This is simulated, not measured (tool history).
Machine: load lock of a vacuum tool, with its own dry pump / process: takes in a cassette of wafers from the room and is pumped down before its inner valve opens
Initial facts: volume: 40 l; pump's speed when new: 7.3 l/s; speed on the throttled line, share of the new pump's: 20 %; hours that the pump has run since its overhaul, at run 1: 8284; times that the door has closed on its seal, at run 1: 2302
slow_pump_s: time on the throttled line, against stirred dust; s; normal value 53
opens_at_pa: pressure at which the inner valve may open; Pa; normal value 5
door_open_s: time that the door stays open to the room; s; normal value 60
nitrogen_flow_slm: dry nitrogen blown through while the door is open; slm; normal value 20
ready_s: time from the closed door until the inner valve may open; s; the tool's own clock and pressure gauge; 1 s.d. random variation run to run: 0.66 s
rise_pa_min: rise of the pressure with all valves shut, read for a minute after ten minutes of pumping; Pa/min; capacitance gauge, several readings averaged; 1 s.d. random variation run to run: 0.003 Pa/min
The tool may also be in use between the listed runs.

run	day	slow_pump_s	opens_at_pa	door_open_s	nitrogen_flow_slm	hours that the pump has run since its overhaul	times that the door has closed on its seal	incoming humidity of the room's air, %	ready_s	rise_pa_min
1	0.000	53	5	60	20	8284	2302	46.1	105.2	0.056
2	11.892	53	5	60	20	8570	3237	39.4	106.4	0.047
3	26.996	53	5	60	20	8932	4424	45.1	106.4	0.056
4	46.242	53	5	60	20	9394	5936	50.3	106.1	0.072
5	65.192	53	5	60	20	9849	7425	44.8	108.8	0.065
6	81.312	53	5	60	20	10236	8691	45.1	108.6	0.077
7	102.708	94	5	60	20	10749	10373	40.7	140.0	0.079
8	123.817	94	5	60	20	11256	12031	45.5	139.6	0.091
9	135.408	53	5	60	10	11534	12942	41.1	108.5	0.105
10	157.379	53	5	60	10	12061	14668	46.7	109.9	0.116
11	171.788	53	5	60	10	12407	15800	45.5	110.3	0.126
12	181.729	53	5	60	20	12646	16581	44.7	110.7	0.114
13	194.567	53	4	60	20	12954	17590	46.7	112.9	0.128
14	210.400	53	5	60	20	13334	18834	44.1	111.2	0.132
15	228.892	53	5	148	20	13778	20287	46.2	112.1	0.187
# day 236.229: dry pump taken out, an overhauled one fitted
16	247.750	53	5	148	20	277	21749	45.2	95.9	0.192
17	263.017	53	5	148	20	643	22948	42.2	98.9	0.197
18	281.767	31	6	60	20	1093	24422	43.6	80.1	0.172
19	296.079	82	5	60	13	1436	25546	45.7	123.0	0.183
20	316.617	28	5	222	16	1929	27160	46.9	79.5	0.279
21	339.275	28	5	122	36	2473	28940	44.4	80.3	0.218
22	362.312	53	5	28	25	3026	30751	45.2	99.3	0.205
23	375.638	53	5	29	25	3346	31797	43.9	99.7	0.207
24	394.079	99	5	60	20	3788	33246	44.9	137.4	0.252
25	405.533	47	5	34	20	4063	34146	42.7	95.9	0.242
26	415.725	67	5	34	5	4308	34947	44.9	113.4	0.267
27	439.362	67	5	188	5	4875	36804	48.2	112.6	0.418
28	449.362	67	5	32	31	5115	37590	48.1	112.9	0.266
29	459.712	67	5	179	20	5364	38403	44.8	112.4	0.348
30	483.175	94	8	60	20	5927	40247	41.2	131.7	0.316
31	503.821	94	8	60	20	6422	41869	40.1	133.0	0.323

Hidden condition of the tool, last listed run before each entry between runs versus first listed run after:
Run 15 -> run 16: dry pump taken out, an overhauled one fitted (day 236.229)
  pump's speed, % of a new pump's: 74.9 -> 98.9; leak at the door's seal, Pa l/s: 0.0669 -> 0.0733
  what was measured, less what the result would be without the hidden state, ready_s: +15.1 -> +0.5 s; rise_pa_min: +0.098 -> +0.106 Pa/min
